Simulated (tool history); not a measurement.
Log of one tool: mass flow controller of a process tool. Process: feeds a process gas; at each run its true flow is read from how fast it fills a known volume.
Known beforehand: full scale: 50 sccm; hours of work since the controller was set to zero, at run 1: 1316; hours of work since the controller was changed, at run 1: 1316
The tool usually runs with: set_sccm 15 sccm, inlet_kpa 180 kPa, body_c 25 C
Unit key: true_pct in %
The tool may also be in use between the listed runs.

run	hour	set_sccm	inlet_kpa	body_c	hours of work since the controller was set to zero	hours of work since the controller was changed	true_pct
1	0.0	15	180	25	1316	1316	98.51
2	150.7	15	180	25	1362	1362	98.49
3	308.9	15	180	25	1410	1410	98.46
4	619.0	15	180	25	1504	1504	98.47
5	765.2	15	180	25	1549	1549	98.41
6	952.1	15	180	25	1605	1605	98.35
7	1087.1	15	180	25	1646	1646	98.27
8	1352.1	15	180	25	1727	1727	98.23
9	1571.0	15	180	25	1793	1793	98.21
10	1875.3	15	180	25	1886	1886	98.12
11	2178.6	7	180	25	1978	1978	97.18
12	2448.6	15	180	25	2060	2060	98.03
13	2582.4	15	180	25	2100	2100	98.07
14	2763.6	15	180	25	2155	2155	97.99
15	2893.7	15	180	25	2195	2195	97.96
16	3097.8	15	180	25	2257	2257	97.89
17	3285.5	15	180	25	2314	2314	97.75
18	3469.7	15	180	25	2370	2370	97.77
19	3766.1	15	180	25	2460	2460	97.82
20	3928.3	15	180	25	2509	2509	97.72
21	4203.2	15	180	25	2593	2593	97.87
22	4335.5	15	154	25	2633	2633	97.66
23	4572.4	18	180	25	2705	2705	97.74
24	4885.9	14	180	27	2800	2800	97.59
25	5119.7	14	180	27	2871	2871	97.44
26	5363.7	14	180	27	2945	2945	97.35
27	5640.7	10	183	37	3029	3029	97.33
28	5783.7	10	183	37	3072	3072	97.28
29	5991.6	10	183	37	3136	3136	97.28
30	6206.2	31	200	25	3201	3201	97.93
31	6426.7	31	200	25	3268	3268	98.15
32	6667.9	31	200	25	3341	3341	98.02
33	6918.0	31	200	25	3417	3417	98.10
34	7087.1	12	180	29	3468	3468	97.00
35	7318.3	39	187	29	3538	3538	98.51
36	7530.2	15	180	30	3603	3603	97.30
37	7751.8	15	180	39	3670	3670	97.74
38	7929.9	10	199	29	3724	3724	96.47
39	8106.1	25	199	29	3778	3778	97.93
40	8232.6	25	199	29	3816	3816	97.77
41	8527.4	25	199	29	3906	3906	97.90
42	8777.1	39	175	39	3981	3981	98.87
43	8908.3	15	162	20	4021	4021	96.62
44	9198.0	15	162	20	4109	4109	96.32
45	9459.0	38	246	25	4189	4189	98.07
46	9640.9	38	246	25	4244	4244	98.02

Alternative continuations, all from the tool just after run 46; predict every row:
A	9868.9	26	187	35	4313	4313	?
B	9868.9	15	180	28	4313	4313	?
C	9868.9	11	277	25	4313	4313	?

run	true_pct
A	98.01
B	96.74
C	96.12
Take away the tool's hidden state, keep each run's random variation, and the runs would have read:
run	true_pct
A	100.21
B	99.59
C	99.52
